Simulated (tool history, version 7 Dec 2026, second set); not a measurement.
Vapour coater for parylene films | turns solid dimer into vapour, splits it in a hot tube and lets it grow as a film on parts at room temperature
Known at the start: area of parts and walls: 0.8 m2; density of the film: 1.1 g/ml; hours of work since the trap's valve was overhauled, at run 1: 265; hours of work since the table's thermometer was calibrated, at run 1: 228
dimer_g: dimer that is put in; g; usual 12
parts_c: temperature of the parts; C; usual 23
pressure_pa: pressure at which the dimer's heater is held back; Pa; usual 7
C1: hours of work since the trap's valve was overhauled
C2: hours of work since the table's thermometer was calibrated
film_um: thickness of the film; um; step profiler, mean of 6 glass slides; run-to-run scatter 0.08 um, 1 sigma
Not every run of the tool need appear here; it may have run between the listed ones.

{"run": 1, "day": 0.0, "dimer_g": 12, "parts_c": 23, "pressure_pa": 7, "C1": 265, "C2": 228, "film_um": 8.62}
{"run": 2, "day": 0.571, "dimer_g": 12, "parts_c": 23, "pressure_pa": 7, "C1": 273, "C2": 236, "film_um": 8.61}
{"run": 3, "day": 1.179, "dimer_g": 12, "parts_c": 23, "pressure_pa": 7, "C1": 282, "C2": 245, "film_um": 8.58}
{"run": 4, "day": 1.546, "dimer_g": 12, "parts_c": 23, "pressure_pa": 7, "C1": 287, "C2": 250, "film_um": 8.49}
{"run": 5, "day": 2.046, "dimer_g": 12, "parts_c": 23, "pressure_pa": 7, "C1": 294, "C2": 257, "film_um": 8.67}
{"run": 6, "day": 2.379, "dimer_g": 12, "parts_c": 23, "pressure_pa": 6.95, "C1": 299, "C2": 262, "film_um": 8.31}
{"run": 7, "day": 2.679, "dimer_g": 12, "parts_c": 23, "pressure_pa": 6.95, "C1": 303, "C2": 266, "film_um": 8.34}
{"run": 8, "day": 2.967, "dimer_g": 12, "parts_c": 23, "pressure_pa": 6.95, "C1": 308, "C2": 271, "film_um": 8.52}
{"run": 9, "day": 3.5, "dimer_g": 13, "parts_c": 23, "pressure_pa": 6.95, "C1": 315, "C2": 278, "film_um": 9.13}
{"day": 3.696, "done": "trap's valve overhauled"}
{"run": 10, "day": 4.183, "dimer_g": 12, "parts_c": 23, "pressure_pa": 4.73, "C1": 7, "C2": 286, "film_um": 10.5}
{"run": 11, "day": 4.529, "dimer_g": 12, "parts_c": 23, "pressure_pa": 4.73, "C1": 12, "C2": 291, "film_um": 10.72}
{"run": 12, "day": 4.796, "dimer_g": 12, "parts_c": 23, "pressure_pa": 4.73, "C1": 16, "C2": 294, "film_um": 10.36}
{"run": 13, "day": 5.262, "dimer_g": 12, "parts_c": 23, "pressure_pa": 4.73, "C1": 23, "C2": 301, "film_um": 10.44}
{"run": 14, "day": 5.65, "dimer_g": 8, "parts_c": 23, "pressure_pa": 7, "C1": 28, "C2": 307, "film_um": 6.35}
{"run": 15, "day": 6.062, "dimer_g": 8, "parts_c": 19, "pressure_pa": 7, "C1": 34, "C2": 313, "film_um": 7.13}
{"run": 16, "day": 6.55, "dimer_g": 8, "parts_c": 19, "pressure_pa": 7, "C1": 41, "C2": 320, "film_um": 7.21}
{"run": 17, "day": 7.162, "dimer_g": 13, "parts_c": 19, "pressure_pa": 7, "C1": 50, "C2": 328, "film_um": 11.67}
{"run": 18, "day": 7.583, "dimer_g": 12, "parts_c": 23, "pressure_pa": 7, "C1": 56, "C2": 335, "film_um": 9.39}
{"run": 19, "day": 8.096, "dimer_g": 12, "parts_c": 29, "pressure_pa": 7, "C1": 63, "C2": 342, "film_um": 7.9}
{"run": 20, "day": 8.362, "dimer_g": 12, "parts_c": 29, "pressure_pa": 7, "C1": 67, "C2": 346, "film_um": 7.9}
{"run": 21, "day": 8.8, "dimer_g": 12, "parts_c": 29, "pressure_pa": 7, "C1": 73, "C2": 352, "film_um": 7.88}
{"run": 22, "day": 9.258, "dimer_g": 12, "parts_c": 29, "pressure_pa": 7, "C1": 80, "C2": 359, "film_um": 7.8}
{"run": 23, "day": 9.675, "dimer_g": 12, "parts_c": 29, "pressure_pa": 7, "C1": 86, "C2": 365, "film_um": 7.7}
{"run": 24, "day": 10.217, "dimer_g": 12, "parts_c": 29, "pressure_pa": 7, "C1": 94, "C2": 372, "film_um": 7.78}
{"run": 25, "day": 10.596, "dimer_g": 12, "parts_c": 29, "pressure_pa": 7, "C1": 99, "C2": 378, "film_um": 7.88}
{"run": 26, "day": 11.204, "dimer_g": 10, "parts_c": 29, "pressure_pa": 7, "C1": 108, "C2": 387, "film_um": 6.43}
{"run": 27, "day": 11.625, "dimer_g": 13, "parts_c": 34, "pressure_pa": 5.57, "C1": 114, "C2": 393, "film_um": 7.61}
{"run": 28, "day": 12.083, "dimer_g": 13, "parts_c": 16, "pressure_pa": 5.57, "C1": 121, "C2": 399, "film_um": 12.75}
{"run": 29, "day": 12.658, "dimer_g": 12, "parts_c": 27, "pressure_pa": 7, "C1": 129, "C2": 408, "film_um": 8.09}
{"run": 30, "day": 13.183, "dimer_g": 12, "parts_c": 20, "pressure_pa": 10.34, "C1": 137, "C2": 415, "film_um": 9.05}
{"run": 31, "day": 13.783, "dimer_g": 15, "parts_c": 23, "pressure_pa": 9.22, "C1": 145, "C2": 424, "film_um": 10.55}
{"run": 32, "day": 14.175, "dimer_g": 15, "parts_c": 23, "pressure_pa": 9.22, "C1": 151, "C2": 429, "film_um": 10.46}
{"run": 33, "day": 14.608, "dimer_g": 15, "parts_c": 23, "pressure_pa": 9.22, "C1": 157, "C2": 436, "film_um": 10.36}
{"run": 34, "day": 15.008, "dimer_g": 8, "parts_c": 26, "pressure_pa": 4.06, "C1": 163, "C2": 441, "film_um": 6.19}
{"run": 35, "day": 15.362, "dimer_g": 8, "parts_c": 26, "pressure_pa": 4.06, "C1": 168, "C2": 446, "film_um": 6.15}
{"run": 36, "day": 15.667, "dimer_g": 12, "parts_c": 23, "pressure_pa": 2.71, "C1": 172, "C2": 451, "film_um": 11.25}
{"run": 37, "day": 15.975, "dimer_g": 12, "parts_c": 19, "pressure_pa": 10.07, "C1": 177, "C2": 455, "film_um": 9.17}
{"run": 38, "day": 16.546, "dimer_g": 16, "parts_c": 18, "pressure_pa": 5.72, "C1": 185, "C2": 463, "film_um": 14.34}
{"run": 39, "day": 17.117, "dimer_g": 16, "parts_c": 18, "pressure_pa": 5.72, "C1": 193, "C2": 472, "film_um": 14.19}
{"run": 40, "day": 17.667, "dimer_g": 12, "parts_c": 35, "pressure_pa": 4.43, "C1": 201, "C2": 480, "film_um": 6.84}
{"run": 41, "day": 18.275, "dimer_g": 5, "parts_c": 16, "pressure_pa": 3.51, "C1": 210, "C2": 488, "film_um": 5.1}
{"run": 42, "day": 18.9, "dimer_g": 14, "parts_c": 18, "pressure_pa": 2.4, "C1": 219, "C2": 497, "film_um": 14.27}
{"run": 43, "day": 19.217, "dimer_g": 11, "parts_c": 16, "pressure_pa": 5.21, "C1": 223, "C2": 502, "film_um": 10.67}
{"run": 44, "day": 19.7, "dimer_g": 16, "parts_c": 16, "pressure_pa": 2.69, "C1": 230, "C2": 509, "film_um": 15.85}
{"run": 45, "day": 20.258, "dimer_g": 5, "parts_c": 29, "pressure_pa": 11.99, "C1": 238, "C2": 517, "film_um": 2.64}
{"run": 46, "day": 20.75, "dimer_g": 8, "parts_c": 32, "pressure_pa": 3.38, "C1": 245, "C2": 524, "film_um": 5.2}
{"run": 47, "day": 21.146, "dimer_g": 12, "parts_c": 17, "pressure_pa": 7.22, "C1": 251, "C2": 530, "film_um": 10.3}

Predict each of these 3 candidate next runs independently; none follows another, all start after run 47:
{"run": "A", "day": 21.458, "dimer_g": 11, "parts_c": 17, "pressure_pa": 7.22, "C1": 256, "C2": 534, "film_um": "?"}
{"run": "B", "day": 21.458, "dimer_g": 12, "parts_c": 25, "pressure_pa": 7.22, "C1": 256, "C2": 534, "film_um": "?"}
{"run": "C", "day": 21.458, "dimer_g": 14, "parts_c": 23, "pressure_pa": 7, "C1": 256, "C2": 534, "film_um": "?"}

run=A film_um=9.31
run=B film_um=7.94
run=C film_um=9.99
Without the tool's hidden state the same runs would have given:
run=A film_um=10.52
run=B film_um=8.98
run=C film_um=11.3
